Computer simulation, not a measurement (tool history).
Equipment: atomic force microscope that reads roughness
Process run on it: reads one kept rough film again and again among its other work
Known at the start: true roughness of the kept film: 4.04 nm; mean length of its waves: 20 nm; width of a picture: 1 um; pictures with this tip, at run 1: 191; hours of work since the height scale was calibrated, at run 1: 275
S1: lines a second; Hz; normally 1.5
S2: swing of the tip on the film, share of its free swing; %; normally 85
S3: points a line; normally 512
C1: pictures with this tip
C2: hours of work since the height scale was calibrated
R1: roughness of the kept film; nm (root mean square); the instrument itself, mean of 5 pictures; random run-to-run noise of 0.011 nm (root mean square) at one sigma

run 1 hour=0 | S1=1.5 S2=85 S3=512 | C1=191 C2=275 | R1=1.955
run 2 hour=10.7 | S1=1.5 S2=85 S3=302 | C1=205 C2=282 | R1=1.907
run 3 hour=19.4 | S1=1.5 S2=85 S3=302 | C1=216 C2=288 | R1=1.875
run 4 hour=31.9 | S1=1.5 S2=85 S3=302 | C1=231 C2=297 | R1=1.853
run 5 hour=42.8 | S1=1.5 S2=85 S3=302 | C1=245 C2=305 | R1=1.821
run 6 hour=53.5 | S1=1.5 S2=85 S3=512 | C1=259 C2=312 | R1=1.828
run 7 hour=59.3 | S1=1.5 S2=85 S3=512 | C1=266 C2=316 | R1=1.819
run 8 hour=65.7 | S1=2.9 S2=85 S3=512 | C1=274 C2=320 | R1=1.588
run 9 hour=76.7 | S1=3.19 S2=85 S3=512 | C1=288 C2=328 | R1=1.526
run 10 hour=85.2 | S1=1.04 S2=85 S3=512 | C1=298 C2=334 | R1=1.861
-- hour=91.5 new tip fitted
run 11 hour=98.8 | S1=1.04 S2=85 S3=512 | C1=9 C2=343 | R1=2.506
run 12 hour=104.3 | S1=1.5 S2=81 S3=512 | C1=16 C2=347 | R1=2.452
run 13 hour=114.3 | S1=1.5 S2=85 S3=512 | C1=29 C2=354 | R1=2.337
run 14 hour=121.8 | S1=0.57 S2=85 S3=512 | C1=38 C2=359 | R1=2.547
run 15 hour=134.4 | S1=1.5 S2=85 S3=512 | C1=54 C2=368 | R1=2.276
run 16 hour=147.6 | S1=1.5 S2=85 S3=321 | C1=70 C2=377 | R1=2.198
run 17 hour=154.3 | S1=1.37 S2=61 S3=512 | C1=79 C2=382 | R1=2.479
run 18 hour=166.7 | S1=0.62 S2=56 S3=961 | C1=95 C2=390 | R1=2.52
run 19 hour=174.7 | S1=0.73 S2=89 S3=980 | C1=105 C2=396 | R1=2.316
run 20 hour=184.1 | S1=1.95 S2=63 S3=517 | C1=116 C2=402 | R1=2.345
run 21 hour=195.4 | S1=3.7 S2=63 S3=281 | C1=131 C2=410 | R1=2.12
run 22 hour=201.9 | S1=3.7 S2=63 S3=281 | C1=139 C2=415 | R1=2.089
run 23 hour=214.3 | S1=1.2 S2=63 S3=926 | C1=154 C2=423 | R1=2.327
run 24 hour=224.8 | S1=1.25 S2=68 S3=593 | C1=168 C2=430 | R1=2.208
run 25 hour=230.4 | S1=1.5 S2=61 S3=292 | C1=175 C2=434 | R1=2.206
run 26 hour=237 | S1=1.5 S2=71 S3=292 | C1=183 C2=439 | R1=2.098
run 27 hour=248.2 | S1=1.5 S2=71 S3=292 | C1=197 C2=447 | R1=2.074
run 28 hour=258 | S1=1.5 S2=71 S3=291 | C1=209 C2=453 | R1=2.021
run 29 hour=267.2 | S1=1.5 S2=71 S3=291 | C1=221 C2=460 | R1=2.011
run 30 hour=279.5 | S1=3.59 S2=71 S3=291 | C1=237 C2=468 | R1=1.772
run 31 hour=291.5 | S1=3.59 S2=71 S3=926 | C1=252 C2=477 | R1=1.808

Hidden state or all else? Some run-to-run changes of R1, split into what the settings, what came in and random variation would give without the hidden state, and what is left for the hidden state (with any gauge scatter that isn't in both results):
The hidden state here: radius of the tip, nm; height scale over the true one, %; drift of the gauge itself on roughness_nm, %.
Run 9 -> 10: S1 3.19 -> 1.04. R1 +0.335 nm (root mean square): hidden state -0.147, all else +0.482.
Run 10 -> 11: new tip fitted. R1 +0.645 nm (root mean square): hidden state +0.677, all else -0.032.
Run 16 -> 17: S1 1.5 -> 1.37, S2 85 -> 61, S3 321 -> 512. R1 +0.281 nm (root mean square): hidden state -0.052, all else +0.333.
Run 22 -> 23: S1 3.7 -> 1.2, S3 281 -> 926. R1 +0.238 nm (root mean square): hidden state -0.092, all else +0.33.

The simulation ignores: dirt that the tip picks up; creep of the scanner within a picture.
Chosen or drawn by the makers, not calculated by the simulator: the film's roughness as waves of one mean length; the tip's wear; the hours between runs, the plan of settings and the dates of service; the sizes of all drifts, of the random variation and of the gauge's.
